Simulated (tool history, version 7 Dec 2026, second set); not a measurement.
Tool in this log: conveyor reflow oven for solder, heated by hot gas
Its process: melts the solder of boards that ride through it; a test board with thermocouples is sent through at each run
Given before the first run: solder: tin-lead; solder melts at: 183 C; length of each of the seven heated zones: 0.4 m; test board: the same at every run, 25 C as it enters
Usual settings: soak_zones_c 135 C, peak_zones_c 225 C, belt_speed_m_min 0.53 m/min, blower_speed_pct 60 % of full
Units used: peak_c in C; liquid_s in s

run	hour	soak_zones_c	peak_zones_c	belt_speed_m_min	blower_speed_pct	peak_c	liquid_s
1	0	135	225	0.53	60	210.1	60.7
2	13.1	135	225	0.53	60	210	59.9
3	37.9	135	225	0.53	60	210.2	60.1
4	59.1	135	225	0.625	60	205	43.5
5	87.8	135	225	0.449	60	213.9	77.9
6	103.8	135	225	0.449	74	215.7	80.9
7	127.8	135	225	0.449	74	215.2	80.5
8	143.9	135	225	0.449	74	216	80.8
9	171.5	135	225	0.449	74	215.4	80.2
10	191.4	135	225	0.449	74	216.3	80.2
11	211.1	135	225	0.449	74	215.6	80.2
12	225.6	135	225	0.53	60	209	59.2
13	256	139	224	0.605	77	207.5	51.3
14	282.3	123	237	0.508	79	222.5	71.3
15	305.4	135	233	0.427	77	223.8	92
16	334.6	135	233	0.427	77	223.5	92.6
17	350.7	135	225	0.48	60	211.5	68.9
18	377.1	135	225	0.48	60	212.1	69.1
19	400.5	133	225	0.621	88	207.7	47.3
20	421.5	126	225	0.548	88	209.8	55.6
21	443.8	135	225	0.53	52	207.1	55.9
22	471.4	135	225	0.53	52	206.9	55.5
23	497.1	139	222	0.53	78	208.7	61.1
24	510.7	150	222	0.584	78	208.2	58.8

Measured result minus the same run's result without the hidden state. Both carry the same run-to-run variation, though not necessarily the same gauge scatter:
Unlogged tool condition in this case: heat that the gas passes to the board, % of a clean oven's; belt's true speed, % of the reading; true gas temperature in zones 6 and 7 over the reading, C; drift of the gauge itself on peak_c, C; drift of the gauge itself on liquid_s, %.
run	peak_c	liquid_s
1	-0.5	-0.6
2	-0.6	-0.6
3	-0.6	-0.8
4	-0.8	-1
5	-0.7	-0.9
6	-0.9	-0.9
7	-0.9	-1
8	-1	-1.1
9	-1.1	-1.2
10	-1.2	-1.3
11	-1.2	-1.4
12	-1.3	-1.7
13	-1.6	-1.9
14	-1.9	-1.5
15	-1.5	-1.2
16	-1.6	-1.2
17	-1.7	-2.1
18	-1.8	-2.2
19	-2.4	-2.9
20	-2.5	-2.9
21	-2.1	-2.8
22	-2.2	-3
23	-2.4	-2.9
24	-2.3	-2.7

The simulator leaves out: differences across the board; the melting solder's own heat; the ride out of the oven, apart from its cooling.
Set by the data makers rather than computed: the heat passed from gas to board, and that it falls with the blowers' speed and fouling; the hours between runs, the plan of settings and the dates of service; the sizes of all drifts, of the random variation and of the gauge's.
